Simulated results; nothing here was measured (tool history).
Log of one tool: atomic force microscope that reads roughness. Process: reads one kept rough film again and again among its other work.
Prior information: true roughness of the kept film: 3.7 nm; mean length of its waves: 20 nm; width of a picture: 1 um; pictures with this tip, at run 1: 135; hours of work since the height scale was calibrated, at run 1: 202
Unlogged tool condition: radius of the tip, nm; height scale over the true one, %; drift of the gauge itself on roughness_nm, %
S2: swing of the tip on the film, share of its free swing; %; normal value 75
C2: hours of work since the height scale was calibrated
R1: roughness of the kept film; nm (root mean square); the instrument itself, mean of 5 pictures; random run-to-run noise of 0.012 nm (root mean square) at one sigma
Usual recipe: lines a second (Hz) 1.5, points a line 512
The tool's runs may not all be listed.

{"run": 1, "hour": 0.0, "lines a second (Hz)": 1.5, "S2": 75, "points a line": 512, "pictures with this tip": 135, "C2": 202, "R1": 2.496}
{"run": 2, "hour": 18.2, "lines a second (Hz)": 1.5, "S2": 75, "points a line": 512, "pictures with this tip": 159, "C2": 215, "R1": 2.454}
{"run": 3, "hour": 38.3, "lines a second (Hz)": 1.5, "S2": 75, "points a line": 512, "pictures with this tip": 185, "C2": 229, "R1": 2.382}
{"hour": 55.0, "done": "new tip fitted"}
{"run": 4, "hour": 60.5, "lines a second (Hz)": 1.33, "S2": 75, "points a line": 512, "pictures with this tip": 7, "C2": 244, "R1": 2.82}
{"run": 5, "hour": 71.1, "lines a second (Hz)": 1.5, "S2": 75, "points a line": 471, "pictures with this tip": 21, "C2": 252, "R1": 2.751}
{"run": 6, "hour": 83.8, "lines a second (Hz)": 1.5, "S2": 75, "points a line": 471, "pictures with this tip": 37, "C2": 260, "R1": 2.717}
{"run": 7, "hour": 104.4, "lines a second (Hz)": 1.5, "S2": 79, "points a line": 512, "pictures with this tip": 64, "C2": 275, "R1": 2.588}
{"run": 8, "hour": 115.6, "lines a second (Hz)": 1.5, "S2": 90, "points a line": 316, "pictures with this tip": 79, "C2": 283, "R1": 2.395}
{"run": 9, "hour": 125.4, "lines a second (Hz)": 1.44, "S2": 68, "points a line": 577, "pictures with this tip": 92, "C2": 289, "R1": 2.645}
{"run": 10, "hour": 136.8, "lines a second (Hz)": 0.66, "S2": 76, "points a line": 685, "pictures with this tip": 107, "C2": 297, "R1": 2.636}
{"run": 11, "hour": 147.0, "lines a second (Hz)": 0.66, "S2": 76, "points a line": 685, "pictures with this tip": 120, "C2": 304, "R1": 2.605}
{"run": 12, "hour": 167.2, "lines a second (Hz)": 0.66, "S2": 76, "points a line": 685, "pictures with this tip": 147, "C2": 318, "R1": 2.546}
{"run": 13, "hour": 187.8, "lines a second (Hz)": 0.66, "S2": 76, "points a line": 685, "pictures with this tip": 174, "C2": 333, "R1": 2.476}
{"run": 14, "hour": 201.8, "lines a second (Hz)": 1.09, "S2": 87, "points a line": 786, "pictures with this tip": 192, "C2": 342, "R1": 2.308}

What if the next run were any one of these 4? Each begins from the tool's condition after run 14:
{"hour": 213.7, "done": "new tip fitted"}
{"run": "A", "hour": 214.0, "lines a second (Hz)": 2.23, "S2": 81, "points a line": 916, "pictures with this tip": 0, "C2": 351, "R1": "?"}
{"hour": 213.7, "done": "new tip fitted"}
{"run": "B", "hour": 214.0, "lines a second (Hz)": 1.09, "S2": 57, "points a line": 932, "pictures with this tip": 0, "C2": 351, "R1": "?"}
{"hour": 213.7, "done": "new tip fitted"}
{"run": "C", "hour": 214.0, "lines a second (Hz)": 0.95, "S2": 75, "points a line": 512, "pictures with this tip": 0, "C2": 351, "R1": "?"}
{"hour": 213.7, "done": "new tip fitted"}
{"run": "D", "hour": 214.0, "lines a second (Hz)": 3.24, "S2": 61, "points a line": 948, "pictures with this tip": 0, "C2": 351, "R1": "?"}

run=A R1=2.69
run=B R1=3.026
run=C R1=2.905
run=D R1=2.868
Stripped of hidden state, with their random variation kept, the same runs would have yielded:
run=A R1=2.733
run=B R1=3.074
run=C R1=2.952
run=D R1=2.915
